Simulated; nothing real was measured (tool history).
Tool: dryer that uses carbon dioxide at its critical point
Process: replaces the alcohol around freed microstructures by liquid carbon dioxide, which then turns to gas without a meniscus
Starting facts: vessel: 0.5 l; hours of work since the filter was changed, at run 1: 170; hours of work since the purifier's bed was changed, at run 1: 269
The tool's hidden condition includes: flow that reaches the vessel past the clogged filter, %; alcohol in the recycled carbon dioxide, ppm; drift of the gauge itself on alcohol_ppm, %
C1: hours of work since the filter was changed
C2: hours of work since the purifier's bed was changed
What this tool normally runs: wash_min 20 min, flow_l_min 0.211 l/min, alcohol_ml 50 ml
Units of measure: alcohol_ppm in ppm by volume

Run 1, day 0: usual settings; C1 170; C2 269. Result: alcohol_ppm 257 ppm by volume.
Run 2, day 0.588: usual settings; C1 179; C2 278. Result: alcohol_ppm 261 ppm by volume.
Run 3, day 0.929: usual settings; C1 185; C2 283. Result: alcohol_ppm 282 ppm by volume.
Run 4, day 1.4: usual settings but wash_min 12 min; C1 192; C2 291. Result: alcohol_ppm 2615 ppm by volume.
Run 5, day 1.738: usual settings; C1 197; C2 296. Result: alcohol_ppm 271 ppm by volume.
Run 6, day 2.021: usual settings; C1 202; C2 300. Result: alcohol_ppm 284 ppm by volume.
Run 7, day 2.462: usual settings but flow_l_min 0.323 l/min; C1 208; C2 307. Result: alcohol_ppm 60 ppm by volume.
Run 8, day 2.729: usual settings but flow_l_min 0.323 l/min; C1 213; C2 311. Result: alcohol_ppm 65 ppm by volume.
Run 9, day 3.129: usual settings but flow_l_min 0.323 l/min, alcohol_ml 49 ml; C1 219; C2 317. Result: alcohol_ppm 60 ppm by volume.
Run 10, day 3.467: usual settings; C1 224; C2 323. Result: alcohol_ppm 300 ppm by volume.
At day 3.804: inlet filter changed.
Run 11, day 4.108: usual settings but flow_l_min 0.224 l/min; C1 5; C2 332. Result: alcohol_ppm 140 ppm by volume.
Run 12, day 4.692: usual settings but flow_l_min 0.224 l/min; C1 14; C2 341. Result: alcohol_ppm 142 ppm by volume.
Run 13, day 4.967: usual settings but flow_l_min 0.224 l/min; C1 18; C2 345. Result: alcohol_ppm 144 ppm by volume.
Run 14, day 5.45: usual settings but flow_l_min 0.224 l/min; C1 25; C2 353. Result: alcohol_ppm 133 ppm by volume.
Run 15, day 5.875: usual settings but flow_l_min 0.224 l/min; C1 32; C2 359. Result: alcohol_ppm 150 ppm by volume.
Run 16, day 6.4: usual settings but flow_l_min 0.224 l/min; C1 40; C2 367. Result: alcohol_ppm 150 ppm by volume.
Run 17, day 6.933: usual settings but flow_l_min 0.168 l/min; C1 48; C2 376. Result: alcohol_ppm 576 ppm by volume.
Run 18, day 7.533: usual settings but flow_l_min 0.168 l/min; C1 58; C2 385. Result: alcohol_ppm 612 ppm by volume.
Run 19, day 7.854: usual settings but flow_l_min 0.168 l/min; C1 63; C2 390. Result: alcohol_ppm 616 ppm by volume.
Run 20, day 8.217: usual settings but alcohol_ml 100 ml; C1 68; C2 396. Result: alcohol_ppm 364 ppm by volume.
Run 21, day 8.525: usual settings but alcohol_ml 100 ml; C1 73; C2 400. Result: alcohol_ppm 362 ppm by volume.
Run 22, day 9.162: usual settings but flow_l_min 0.277 l/min; C1 83; C2 410. Result: alcohol_ppm 87 ppm by volume.
Run 23, day 9.592: usual settings but flow_l_min 0.277 l/min; C1 90; C2 417. Result: alcohol_ppm 85 ppm by volume.
Run 24, day 10.225: usual settings but wash_min 13 min, flow_l_min 0.228 l/min, alcohol_ml 89 ml; C1 99; C2 427. Result: alcohol_ppm 1962 ppm by volume.
Run 25, day 10.679: usual settings but flow_l_min 0.156 l/min, alcohol_ml 38 ml; C1 106; C2 434. Result: alcohol_ppm 755 ppm by volume.
Run 26, day 11.054: usual settings but flow_l_min 0.156 l/min, alcohol_ml 38 ml; C1 112; C2 440. Result: alcohol_ppm 751 ppm by volume.
Run 27, day 11.471: usual settings but wash_min 25 min, flow_l_min 0.226 l/min, alcohol_ml 108 ml; C1 119; C2 446. Result: alcohol_ppm 123 ppm by volume.
Run 28, day 11.933: usual settings but wash_min 29 min, alcohol_ml 100 ml; C1 126; C2 453. Result: alcohol_ppm 92 ppm by volume.
Run 29, day 12.521: usual settings but wash_min 25 min, alcohol_ml 100 ml; C1 135; C2 462. Result: alcohol_ppm 151 ppm by volume.
Run 30, day 13.154: usual settings but wash_min 22 min, flow_l_min 0.203 l/min, alcohol_ml 39 ml; C1 145; C2 472. Result: alcohol_ppm 190 ppm by volume.
Run 31, day 13.588: usual settings but wash_min 27 min, flow_l_min 0.167 l/min, alcohol_ml 85 ml; C1 152; C2 479. Result: alcohol_ppm 293 ppm by volume.
Run 32, day 14.192: usual settings but wash_min 19 min, flow_l_min 0.167 l/min, alcohol_ml 85 ml; C1 161; C2 488. Result: alcohol_ppm 1686 ppm by volume.
Run 33, day 14.842: usual settings but wash_min 27 min, flow_l_min 0.185 l/min, alcohol_ml 30 ml; C1 171; C2 498. Result: alcohol_ppm 124 ppm by volume.
Run 34, day 15.142: usual settings but wash_min 15 min, flow_l_min 0.167 l/min, alcohol_ml 30 ml; C1 176; C2 503. Result: alcohol_ppm 1649 ppm by volume.
Run 35, day 15.604: usual settings but wash_min 30 min, flow_l_min 0.175 l/min, alcohol_ml 117 ml; C1 183; C2 510. Result: alcohol_ppm 195 ppm by volume.
Run 36, day 16.221: usual settings but wash_min 30 min, flow_l_min 0.175 l/min, alcohol_ml 117 ml; C1 192; C2 520. Result: alcohol_ppm 209 ppm by volume.
Run 37, day 16.658: usual settings but wash_min 30 min, flow_l_min 0.175 l/min, alcohol_ml 117 ml; C1 199; C2 526. Result: alcohol_ppm 211 ppm by volume.
Run 38, day 17.158: usual settings but wash_min 17 min, alcohol_ml 22 ml; C1 207; C2 534. Result: alcohol_ppm 349 ppm by volume.
Run 39, day 17.638: usual settings but wash_min 12 min, flow_l_min 0.254 l/min, alcohol_ml 41 ml; C1 214; C2 542. Result: alcohol_ppm 1102 ppm by volume.
Run 40, day 18.233: usual settings but wash_min 18 min, flow_l_min 0.163 l/min, alcohol_ml 41 ml; C1 223; C2 551. Result: alcohol_ppm 1366 ppm by volume.
At day 18.604: inlet filter changed.
Run 41, day 18.733: usual settings but flow_l_min 0.288 l/min, alcohol_ml 23 ml; C1 2; C2 558. Result: alcohol_ppm 94 ppm by volume.
Run 42, day 19.375: usual settings but alcohol_ml 40 ml; C1 12; C2 568. Result: alcohol_ppm 193 ppm by volume.
Run 43, day 19.796: usual settings but wash_min 18 min, flow_l_min 0.329 l/min; C1 18; C2 574. Result: alcohol_ppm 104 ppm by volume.
Run 44, day 20.121: usual settings but wash_min 18 min, flow_l_min 0.329 l/min; C1 24; C2 579. Result: alcohol_ppm 108 ppm by volume.
Run 45, day 20.462: usual settings but wash_min 18 min, flow_l_min 0.151 l/min; C1 29; C2 585. Result: alcohol_ppm 1500 ppm by volume.
Run 46, day 21.021: usual settings but wash_min 29 min; C1 37; C2 593. Result: alcohol_ppm 110 ppm by volume.

Across each entry between runs, compare the hidden state at the last listed run before it with the hidden state at the first listed run after it:
Between runs 10 and 11: inlet filter changed (day 3.804)
  flow that reaches the vessel past the clogged filter, %: 88.4 -> 99.7; alcohol in the recycled carbon dioxide, ppm: 56.5 -> 57.9
  measured minus no-state result, alcohol_ppm: +191 -> +55 ppm by volume
Between runs 40 and 41: inlet filter changed (day 18.604)
  flow that reaches the vessel past the clogged filter, %: 89 -> 99.7; alcohol in the recycled carbon dioxide, ppm: 93.1 -> 94
  measured minus no-state result, alcohol_ppm: +599 -> +89 ppm by volume
